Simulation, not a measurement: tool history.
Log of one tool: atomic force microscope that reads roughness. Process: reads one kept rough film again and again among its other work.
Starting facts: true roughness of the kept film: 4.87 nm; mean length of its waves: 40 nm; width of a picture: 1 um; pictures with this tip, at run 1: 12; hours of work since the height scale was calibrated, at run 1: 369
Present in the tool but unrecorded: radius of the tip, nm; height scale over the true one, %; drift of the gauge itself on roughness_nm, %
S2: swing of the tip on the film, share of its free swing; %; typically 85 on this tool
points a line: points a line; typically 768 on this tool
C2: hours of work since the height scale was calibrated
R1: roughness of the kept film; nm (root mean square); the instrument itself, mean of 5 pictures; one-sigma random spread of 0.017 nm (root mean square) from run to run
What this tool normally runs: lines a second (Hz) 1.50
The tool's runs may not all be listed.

{"run": 1, "hour": 0.0, "lines a second (Hz)": 1.5, "S2": 85, "points a line": 768, "pictures with this tip": 12, "C2": 369, "R1": 4.007}
{"run": 2, "hour": 10.5, "lines a second (Hz)": 1.5, "S2": 85, "points a line": 731, "pictures with this tip": 28, "C2": 375, "R1": 4.002}
{"run": 3, "hour": 27.1, "lines a second (Hz)": 2.91, "S2": 85, "points a line": 768, "pictures with this tip": 52, "C2": 384, "R1": 3.639}
{"run": 4, "hour": 35.9, "lines a second (Hz)": 2.91, "S2": 85, "points a line": 768, "pictures with this tip": 65, "C2": 389, "R1": 3.635}
{"run": 5, "hour": 49.0, "lines a second (Hz)": 2.91, "S2": 85, "points a line": 768, "pictures with this tip": 85, "C2": 396, "R1": 3.628}
{"run": 6, "hour": 55.9, "lines a second (Hz)": 1.5, "S2": 85, "points a line": 768, "pictures with this tip": 95, "C2": 400, "R1": 4.004}
{"run": 7, "hour": 69.4, "lines a second (Hz)": 1.89, "S2": 74, "points a line": 383, "pictures with this tip": 115, "C2": 408, "R1": 4.108}
{"run": 8, "hour": 85.1, "lines a second (Hz)": 0.69, "S2": 77, "points a line": 443, "pictures with this tip": 138, "C2": 417, "R1": 4.34}
{"run": 9, "hour": 92.8, "lines a second (Hz)": 0.69, "S2": 77, "points a line": 443, "pictures with this tip": 149, "C2": 421, "R1": 4.306}
{"run": 10, "hour": 101.2, "lines a second (Hz)": 1.16, "S2": 88, "points a line": 768, "pictures with this tip": 161, "C2": 426, "R1": 4.078}
{"run": 11, "hour": 114.0, "lines a second (Hz)": 3.33, "S2": 88, "points a line": 533, "pictures with this tip": 180, "C2": 433, "R1": 3.42}

Branching from run 11: 3 alternative next runs. What would each branch give?
{"run": "A", "hour": 123.5, "lines a second (Hz)": 3.99, "S2": 60, "points a line": 473, "pictures with this tip": 194, "C2": 439, "R1": "?"}
{"run": "B", "hour": 123.5, "lines a second (Hz)": 1.33, "S2": 63, "points a line": 823, "pictures with this tip": 194, "C2": 439, "R1": "?"}
{"run": "C", "hour": 123.5, "lines a second (Hz)": 3.33, "S2": 72, "points a line": 505, "pictures with this tip": 194, "C2": 439, "R1": "?"}

run=A R1=4.145
run=B R1=4.363
run=C R1=3.946
Stripped of hidden state, with their random variation kept, the same runs would have yielded:
run=A R1=4.155
run=B R1=4.374
run=C R1=3.956
